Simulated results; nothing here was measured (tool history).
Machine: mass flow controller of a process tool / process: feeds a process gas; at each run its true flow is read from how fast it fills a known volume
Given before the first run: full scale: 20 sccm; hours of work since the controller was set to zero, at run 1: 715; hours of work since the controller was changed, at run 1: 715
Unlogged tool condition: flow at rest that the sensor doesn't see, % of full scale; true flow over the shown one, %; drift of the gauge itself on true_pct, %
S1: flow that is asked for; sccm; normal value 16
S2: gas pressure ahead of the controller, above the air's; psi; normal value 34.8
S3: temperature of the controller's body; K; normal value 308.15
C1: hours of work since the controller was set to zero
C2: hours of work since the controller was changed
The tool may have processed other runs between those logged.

run 1 hour=0.0 | S1=16 S2=34.8 S3=308.15 | C1=715 C2=715 | true_flow_(%)=99.18
run 2 hour=70.2 | S1=16 S2=34.8 S3=308.15 | C1=764 C2=764 | true_flow_(%)=99.21
run 3 hour=139.7 | S1=16 S2=34.8 S3=308.15 | C1=812 C2=812 | true_flow_(%)=99.24
run 4 hour=197.9 | S1=16 S2=29.4 S3=308.15 | C1=853 C2=853 | true_flow_(%)=99.18
run 5 hour=288.2 | S1=16 S2=37.9 S3=308.15 | C1=916 C2=916 | true_flow_(%)=99.35
run 6 hour=382.3 | S1=16 S2=37.9 S3=308.15 | C1=982 C2=982 | true_flow_(%)=99.16
run 7 hour=422.0 | S1=16 S2=37.9 S3=308.15 | C1=1009 C2=1009 | true_flow_(%)=99.19
run 8 hour=493.4 | S1=16 S2=37.9 S3=308.15 | C1=1059 C2=1059 | true_flow_(%)=99.27
run 9 hour=533.7 | S1=16 S2=37.9 S3=308.15 | C1=1087 C2=1087 | true_flow_(%)=99.22
run 10 hour=623.5 | S1=16 S2=37.9 S3=308.15 | C1=1150 C2=1150 | true_flow_(%)=99.28
run 11 hour=670.9 | S1=16 S2=37.9 S3=308.15 | C1=1183 C2=1183 | true_flow_(%)=99.25
run 12 hour=718.6 | S1=16 S2=37.9 S3=308.15 | C1=1217 C2=1217 | true_flow_(%)=99.17
run 13 hour=794.6 | S1=16 S2=34.8 S3=308.15 | C1=1270 C2=1270 | true_flow_(%)=99.28
run 14 hour=845.3 | S1=4 S2=34.8 S3=308.15 | C1=1305 C2=1305 | true_flow_(%)=97.62
run 15 hour=892.5 | S1=16 S2=40.6 S3=308.15 | C1=1338 C2=1338 | true_flow_(%)=99.19
run 16 hour=952.4 | S1=5 S2=30.3 S3=295.15 | C1=1380 C2=1380 | true_flow_(%)=98.69
run 17 hour=1036.2 | S1=5 S2=26.5 S3=295.15 | C1=1438 C2=1438 | true_flow_(%)=98.61
run 18 hour=1087.6 | S1=5 S2=26.5 S3=295.15 | C1=1474 C2=1474 | true_flow_(%)=98.70
run 19 hour=1133.7 | S1=5 S2=26.5 S3=295.15 | C1=1506 C2=1506 | true_flow_(%)=98.56
run 20 hour=1175.2 | S1=16 S2=34.8 S3=298.15 | C1=1535 C2=1535 | true_flow_(%)=99.89
run 21 hour=1242.5 | S1=16 S2=34.8 S3=298.15 | C1=1582 C2=1582 | true_flow_(%)=99.98
run 22 hour=1306.2 | S1=16 S2=34.8 S3=298.15 | C1=1627 C2=1627 | true_flow_(%)=99.92
run 23 hour=1391.4 | S1=16 S2=34.8 S3=298.15 | C1=1686 C2=1686 | true_flow_(%)=99.78
run 24 hour=1443.7 | S1=16 S2=29.0 S3=294.15 | C1=1723 C2=1723 | true_flow_(%)=100.06
run 25 hour=1512.5 | S1=16 S2=29.0 S3=294.15 | C1=1771 C2=1771 | true_flow_(%)=100.08
run 26 hour=1567.8 | S1=16 S2=29.0 S3=294.15 | C1=1809 C2=1809 | true_flow_(%)=100.03

Subtracting, for every run, the result it would have given without the tool's unlogged condition from the measured result gives the following. The same run-to-run variation enters both numbers; the gauge's scatter may not:
run=1 true_flow_(%)=+0.07
run=2 true_flow_(%)=+0.07
run=3 true_flow_(%)=+0.06
run=4 true_flow_(%)=+0.05
run=5 true_flow_(%)=+0.05
run=6 true_flow_(%)=+0.04
run=7 true_flow_(%)=+0.04
run=8 true_flow_(%)=+0.03
run=9 true_flow_(%)=+0.03
run=10 true_flow_(%)=+0.01
run=11 true_flow_(%)=+0.02
run=12 true_flow_(%)=+0.01
run=13 true_flow_(%)=+0.00
run=14 true_flow_(%)=-1.17
run=15 true_flow_(%)=+0.00
run=16 true_flow_(%)=-0.90
run=17 true_flow_(%)=-0.94
run=18 true_flow_(%)=-0.97
run=19 true_flow_(%)=-0.99
run=20 true_flow_(%)=-0.02
run=21 true_flow_(%)=-0.03
run=22 true_flow_(%)=-0.04
run=23 true_flow_(%)=-0.04
run=24 true_flow_(%)=-0.04
run=25 true_flow_(%)=-0.05
run=26 true_flow_(%)=-0.05
